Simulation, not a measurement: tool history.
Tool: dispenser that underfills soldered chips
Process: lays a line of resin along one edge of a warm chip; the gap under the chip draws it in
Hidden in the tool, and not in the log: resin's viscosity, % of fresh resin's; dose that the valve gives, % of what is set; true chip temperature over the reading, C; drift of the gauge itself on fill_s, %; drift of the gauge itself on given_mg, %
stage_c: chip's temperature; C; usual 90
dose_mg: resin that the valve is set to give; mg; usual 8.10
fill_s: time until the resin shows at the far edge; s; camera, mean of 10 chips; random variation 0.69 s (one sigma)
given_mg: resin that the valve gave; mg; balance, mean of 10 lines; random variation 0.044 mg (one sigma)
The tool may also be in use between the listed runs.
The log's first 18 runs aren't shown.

| run | day | stage_c | dose_mg | hours of work since the syringe was changed | hours of work since the valve was cleaned | hours of work since the stage was calibrated | fill_s | given_mg |
|---|---|---|---|---|---|---|---|---|
|  | 8.217 | new syringe of resin |
| 19 | 8.362 | 90 | 8.10 | 3 | 6 | 494 | 63.0 | 8.03 |
|  | 8.662 | new syringe of resin |
| 20 | 8.992 | 92 | 9.10 | 6 | 17 | 505 | 60.5 | 9.00 |
|  | 9.104 | new syringe of resin |
| 21 | 9.417 | 92 | 9.10 | 6 | 25 | 513 | 61.6 | 8.94 |
|  | 9.542 | new syringe of resin |
| 22 | 9.842 | 97 | 10.16 | 6 | 33 | 520 | 48.3 | 9.90 |
|  | 9.988 | new syringe of resin |
|  | 10.425 | new syringe of resin |
| 23 | 10.429 | 95 | 10.16 | 0 | 43 | 531 | 43.2 | 9.79 |
| 24 | 10.746 | 100 | 7.98 | 6 | 49 | 536 | 44.7 | 7.65 |
|  | 10.858 | new syringe of resin |
| 25 | 11.196 | 83 | 8.43 | 6 | 57 | 545 | 92.4 | 8.04 |
|  | 11.304 | new syringe of resin |
| 26 | 11.529 | 102 | 8.02 | 4 | 63 | 551 | 38.9 | 7.62 |
|  | 11.758 | new syringe of resin |
| 27 | 11.812 | 96 | 7.52 | 1 | 68 | 556 | 44.2 | 7.05 |
|  | 12.212 | new syringe of resin |
| 28 | 12.475 | 96 | 7.52 | 5 | 80 | 568 | 51.4 | 7.03 |
|  | 12.642 | new syringe of resin |
| 29 | 12.825 | 79 | 7.07 | 3 | 86 | 574 | 106.0 | 6.64 |
|  | 13.096 | new syringe of resin |
| 30 | 13.417 | 79 | 7.07 | 6 | 97 | 585 | 112.4 | 6.51 |
|  | 13.562 | new syringe of resin |
|  | 13.983 | new syringe of resin |
| 31 | 14.079 | 79 | 7.07 | 2 | 109 | 596 | 101.0 | 6.43 |
|  | 14.417 | new syringe of resin |
|  | 14.529 | dispensing valve cleaned and set on the balance |
| 32 | 14.529 | 76 | 7.00 | 1 | 0 | 604 | 112.2 | 7.02 |
|  | 14.888 | new syringe of resin |
| 33 | 15.142 | 76 | 7.00 | 5 | 11 | 615 | 125.2 | 6.95 |

Forecast each of these 5 alternatives for the next run:
|  | 15.329 | new syringe of resin |
| A | 15.450 | 87 | 7.21 | 2 | 17 | 620 | ? | ? |
|  | 15.329 | new syringe of resin |
| B | 15.450 | 82 | 9.05 | 2 | 17 | 620 | ? | ? |
|  | 15.329 | new syringe of resin |
| C | 15.450 | 103 | 8.10 | 2 | 17 | 620 | ? | ? |
|  | 15.329 | new syringe of resin |
| D | 15.450 | 82 | 6.92 | 2 | 17 | 620 | ? | ? |
|  | 15.329 | new syringe of resin |
| E | 15.450 | 75 | 7.12 | 2 | 17 | 620 | ? | ? |

| run | fill_s | given_mg |
|---|---|---|
| A | 67.2 | 7.02 |
| B | 81.6 | 8.89 |
| C | 33.9 | 7.97 |
| D | 88.5 | 6.89 |
| E | 118.9 | 6.97 |
Without the tool's hidden state the same runs would have given:
| run | fill_s | given_mg |
|---|---|---|
| A | 72.9 | 7.13 |
| B | 89.1 | 9.03 |
| C | 36.3 | 8.09 |
| D | 96.3 | 6.99 |
| E | 130.4 | 7.08 |

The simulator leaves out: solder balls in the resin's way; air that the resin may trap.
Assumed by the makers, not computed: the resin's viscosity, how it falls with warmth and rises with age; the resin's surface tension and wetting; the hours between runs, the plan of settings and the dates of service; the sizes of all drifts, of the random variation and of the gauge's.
